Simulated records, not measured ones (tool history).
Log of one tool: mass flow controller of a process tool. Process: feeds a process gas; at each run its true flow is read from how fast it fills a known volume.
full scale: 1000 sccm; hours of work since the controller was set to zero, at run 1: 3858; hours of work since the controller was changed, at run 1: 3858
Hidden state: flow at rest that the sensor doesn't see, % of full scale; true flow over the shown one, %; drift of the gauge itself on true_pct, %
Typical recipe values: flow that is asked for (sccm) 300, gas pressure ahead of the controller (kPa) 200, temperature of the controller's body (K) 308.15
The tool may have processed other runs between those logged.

run,hour,flow that is asked for (sccm),gas pressure ahead of the controller (kPa),temperature of the controller's body (K),hours of work since the controller was set to zero,hours of work since the controller was changed,true flow (%)
1,0.0,300,200,308.15,3858,3858,99.06
2,283.7,300,200,308.15,3988,3988,99.06
3,776.2,300,182,308.15,4213,4213,99.36
4,1259.0,300,182,308.15,4433,4433,99.15
5,1579.3,300,235,308.15,4580,4580,98.85
# hour 1626.0: controller's zero set anew
6,1789.4,300,235,308.15,75,4676,98.83
7,2256.8,300,235,308.15,288,4889,98.84
8,2497.1,300,271,308.15,398,4999,98.60
9,2821.1,300,200,308.15,546,5147,99.11
10,3305.9,300,200,308.15,768,5369,99.18
11,3776.3,300,200,308.15,983,5584,99.04
12,4158.9,300,200,308.15,1158,5759,99.16
13,4391.4,300,200,308.15,1264,5865,99.10
14,4871.7,300,200,308.15,1484,6085,99.11
15,5221.9,300,200,308.15,1644,6245,99.10
16,5479.7,234,200,308.15,1762,6362,98.83
17,5787.1,234,200,308.15,1902,6503,98.87
18,6131.7,234,200,308.15,2060,6660,98.94
19,6514.4,234,266,308.15,2234,6835,98.52
20,6940.2,300,235,308.15,2429,7030,98.88
21,7191.7,300,200,308.15,2544,7145,99.17
22,7414.2,300,200,308.15,2646,7247,99.12
23,7819.9,300,280,304.15,2831,7432,98.13
24,8237.4,311,238,304.15,3022,7623,98.38
25,8528.8,294,178,310.15,3155,7756,99.48
26,8733.7,877,166,307.15,3249,7850,101.00
27,9160.8,550,200,298.15,3444,8045,98.69
28,9651.5,300,200,294.15,3668,8269,97.47
29,10144.5,300,200,294.15,3894,8495,97.38
30,10381.8,300,200,294.15,4002,8603,97.52
31,10885.1,300,200,294.15,4232,8833,97.40
32,11382.2,300,200,294.15,4459,9060,97.46
33,11587.1,477,233,309.15,4553,9154,99.49
# hour 11677.5: controller's zero set anew
34,11809.6,300,200,308.15,60,9256,99.17
35,12044.4,300,200,308.15,168,9363,99.17
36,12364.9,357,243,308.15,314,9509,98.87
37,12625.8,357,243,308.15,433,9629,98.95
38,13081.0,398,234,297.15,642,9837,97.89
39,13563.6,847,245,302.15,862,10057,99.75
40,13922.0,847,222,302.15,1026,10221,99.97
41,14415.5,300,200,303.15,1252,10447,98.44

What if the next run were any one of these 5? Each begins from the tool's condition after run 41:
A,14701.4,318,186,295.15,1382,10577,?
B,14701.4,283,200,313.15,1382,10577,?
C,14701.4,638,200,303.15,1382,10577,?
D,14701.4,688,178,295.15,1382,10577,?
E,14701.4,383,200,296.15,1382,10577,?

run,true flow (%)
A,97.67
B,99.60
C,99.48
D,98.83
E,97.89
Stripped of hidden state, with their random variation kept, the same runs would have yielded:
run,true flow (%)
A,97.68
B,99.61
C,99.48
D,98.83
E,97.89
